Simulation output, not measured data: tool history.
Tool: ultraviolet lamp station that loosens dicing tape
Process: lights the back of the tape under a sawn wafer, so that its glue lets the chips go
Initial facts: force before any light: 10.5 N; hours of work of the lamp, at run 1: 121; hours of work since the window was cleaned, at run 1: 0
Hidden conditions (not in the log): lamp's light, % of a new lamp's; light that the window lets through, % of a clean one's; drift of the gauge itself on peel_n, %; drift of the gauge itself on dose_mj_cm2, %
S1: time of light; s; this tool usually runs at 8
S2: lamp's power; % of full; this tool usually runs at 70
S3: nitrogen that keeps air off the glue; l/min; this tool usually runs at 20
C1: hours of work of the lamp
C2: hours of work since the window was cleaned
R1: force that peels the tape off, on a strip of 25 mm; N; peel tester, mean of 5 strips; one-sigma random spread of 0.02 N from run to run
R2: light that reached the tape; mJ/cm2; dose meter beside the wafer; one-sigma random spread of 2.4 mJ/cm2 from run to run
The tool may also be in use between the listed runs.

| run | day | S1 | S2 | S3 | C1 | C2 | R1 | R2 |
|---|---|---|---|---|---|---|---|---|
| 1 | 0.000 | 8 | 70 | 20 | 121 | 0 | 1.059 | 263 |
| 2 | 0.238 | 8 | 70 | 20 | 125 | 4 | 1.092 | 262 |
| 3 | 0.546 | 8 | 70 | 20 | 130 | 10 | 1.120 | 262 |
| 4 | 1.012 | 8 | 70 | 20 | 139 | 19 | 1.119 | 258 |
| 5 | 1.512 | 8 | 70 | 20 | 148 | 28 | 1.118 | 261 |
| 6 | 1.979 | 8 | 70 | 26 | 156 | 36 | 0.960 | 261 |
| 7 | 2.317 | 8 | 70 | 26 | 163 | 42 | 0.877 | 258 |
| 8 | 2.546 | 11 | 70 | 20 | 167 | 46 | 0.525 | 357 |
| 9 | 2.900 | 8 | 70 | 20 | 173 | 53 | 1.117 | 259 |
| 10 | 3.104 | 8 | 70 | 20 | 177 | 57 | 1.142 | 257 |
| 11 | 3.517 | 15 | 70 | 20 | 184 | 64 | 0.215 | 476 |
| 12 | 3.954 | 8 | 70 | 10 | 192 | 72 | 1.883 | 260 |
| 13 | 4.192 | 8 | 70 | 10 | 197 | 76 | 1.885 | 262 |
| 14 | 4.433 | 8 | 70 | 10 | 201 | 81 | 1.940 | 257 |
| 15 | 4.875 | 8 | 70 | 10 | 209 | 89 | 1.951 | 257 |
| 16 | 5.308 | 8 | 70 | 7 | 217 | 96 | 2.426 | 252 |
| 17 | 5.792 | 8 | 76 | 7 | 226 | 105 | 2.080 | 274 |
| 18 | 6.033 | 12 | 76 | 7 | 230 | 110 | 1.007 | 413 |
| 19 | 6.529 | 12 | 76 | 7 | 239 | 119 | 0.990 | 411 |
| 20 | 6.796 | 15 | 67 | 7 | 244 | 123 | 0.789 | 450 |
| 21 | 7.108 | 9 | 70 | 29 | 250 | 129 | 0.696 | 280 |
| 22 | 7.333 | 9 | 70 | 29 | 254 | 133 | 0.699 | 283 |
| 23 | 7.800 | 7 | 78 | 20 | 262 | 142 | 1.295 | 245 |
| 24 | 8.208 | 7 | 78 | 20 | 269 | 149 | 1.269 | 241 |
| 25 | 8.667 | 5 | 89 | 28 | 278 | 157 | 1.552 | 200 |
| 26 | 8.912 | 6 | 70 | 13 | 282 | 162 | 2.668 | 189 |
| 27 | 9.367 | 8 | 70 | 7 | 290 | 170 | 2.606 | 248 |
| 28 | 9.671 | 10 | 76 | 7 | 296 | 176 | 1.522 | 333 |
| 29 | 10.121 | 10 | 76 | 7 | 304 | 184 | 1.563 | 331 |
| 30 | 10.554 | 10 | 76 | 7 | 312 | 192 | 1.556 | 333 |
| 31 | 11.000 | 8 | 68 | 20 | 320 | 200 | 1.399 | 236 |
| 32 | 11.212 | 8 | 97 | 20 | 324 | 204 | 0.603 | 336 |
| 33 | 11.429 | 8 | 97 | 11 | 328 | 208 | 1.070 | 332 |
| 34 | 11.812 | 6 | 74 | 8 | 335 | 214 | 3.283 | 191 |
| 35 | 12.225 | 13 | 83 | 13 | 342 | 222 | 0.378 | 463 |
| 36 | 12.462 | 5 | 70 | 6 | 347 | 226 | 4.595 | 151 |
| 37 | 12.825 | 5 | 70 | 6 | 353 | 233 | 4.638 | 154 |
| 38 | 13.079 | 5 | 70 | 6 | 358 | 237 | 4.552 | 149 |

Below are 5 alternative next runs, each starting from the tool's condition after run 38. Predict each:
| A | 13.400 | 5 | 64 | 6 | 364 | 243 | ? | ? |
| B | 13.400 | 12 | 66 | 21 | 364 | 243 | ? | ? |
| C | 13.400 | 13 | 64 | 7 | 364 | 243 | ? | ? |
| D | 13.400 | 5 | 80 | 20 | 364 | 243 | ? | ? |
| E | 13.400 | 10 | 78 | 6 | 364 | 243 | ? | ? |

| run | R1 | R2 |
|---|---|---|
| A | 4.968 | 136 |
| B | 0.577 | 336 |
| C | 1.351 | 356 |
| D | 2.339 | 170 |
| E | 1.707 | 331 |
With no hidden state in the tool, these same runs would have given:
| run | R1 | R2 |
|---|---|---|
| A | 4.405 | 158 |
| B | 0.387 | 391 |
| C | 0.988 | 413 |
| D | 1.850 | 198 |
| E | 1.287 | 385 |
